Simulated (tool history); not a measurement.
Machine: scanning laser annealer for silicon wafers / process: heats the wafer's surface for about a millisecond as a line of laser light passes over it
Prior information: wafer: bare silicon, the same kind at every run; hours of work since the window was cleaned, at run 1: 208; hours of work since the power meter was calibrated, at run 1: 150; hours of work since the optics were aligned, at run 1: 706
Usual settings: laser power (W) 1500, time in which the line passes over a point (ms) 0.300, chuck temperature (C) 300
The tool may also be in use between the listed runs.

run,hour,laser power (W),time in which the line passes over a point (ms),chuck temperature (C),hours of work since the window was cleaned,hours of work since the power meter was calibrated,hours of work since the optics were aligned,highest temperature of the surface (C)
1,0.0,1500,0.300,300,208,150,706,1037
2,9.1,1500,0.300,279,212,153,710,1019
3,16.7,1500,0.300,279,215,157,713,1017
4,24.3,1500,0.300,279,218,160,716,1018
5,32.7,1500,0.300,279,221,163,719,1018
6,41.0,1500,0.300,279,225,167,723,1015
7,51.3,1500,0.300,279,229,171,727,1015
8,59.8,1500,0.300,339,232,174,731,1075
9,72.6,1500,0.300,339,238,179,736,1075
10,83.5,1500,0.300,307,242,184,740,1044
11,91.6,1500,0.300,300,245,187,743,1034
12,102.7,1375,0.300,300,250,192,748,961
13,112.9,1375,0.300,300,254,196,752,959
14,120.6,1500,0.300,300,257,199,755,1034
15,131.8,1500,0.300,300,262,204,760,1032
16,141.9,1500,0.372,300,266,208,764,1127
17,151.8,1500,0.372,300,270,212,768,1125
18,165.0,1500,0.372,300,275,217,773,1126
19,178.1,1500,0.372,300,281,223,779,1129
20,186.6,1500,0.372,300,284,226,782,1129
21,193.4,1575,0.372,300,287,229,785,1177
22,199.4,1406,0.378,276,289,231,788,1046
23,210.2,1288,0.279,338,294,236,792,923
24,220.1,1289,0.268,288,298,240,796,857
25,226.8,1289,0.268,288,301,242,799,861
26,235.6,1511,0.300,293,304,246,802,1034
27,246.5,1511,0.255,281,309,250,807,955
28,253.7,1511,0.255,281,312,253,810,953
29,263.3,1500,0.362,300,316,257,814,1110
30,271.6,1500,0.342,285,319,261,817,1069
31,281.0,1500,0.270,300,323,265,821,986
32,292.8,1514,0.248,301,328,269,826,961
33,301.1,1572,0.337,314,331,273,829,1134
34,311.8,1280,0.359,314,335,277,833,978
35,322.4,1280,0.359,314,340,281,838,981
36,333.6,1280,0.359,314,344,286,842,981
37,345.5,1352,0.300,297,349,291,847,941
38,357.9,1431,0.242,297,354,296,852,905

Consider 3 possible next runs. They are alternatives, not a sequence: every one starts from the tool as it was left by run 38. What does each give?
A,364.2,1496,0.223,263,357,299,855,?
B,364.2,1330,0.339,297,357,299,855,?
C,364.2,1471,0.242,327,357,299,855,?

run,highest temperature of the surface (C)
A,878
B,968
C,954
With the hidden condition removed and each run's random variation left untouched, the same runs would have given:
run,highest temperature of the surface (C)
A,913
B,1006
C,990

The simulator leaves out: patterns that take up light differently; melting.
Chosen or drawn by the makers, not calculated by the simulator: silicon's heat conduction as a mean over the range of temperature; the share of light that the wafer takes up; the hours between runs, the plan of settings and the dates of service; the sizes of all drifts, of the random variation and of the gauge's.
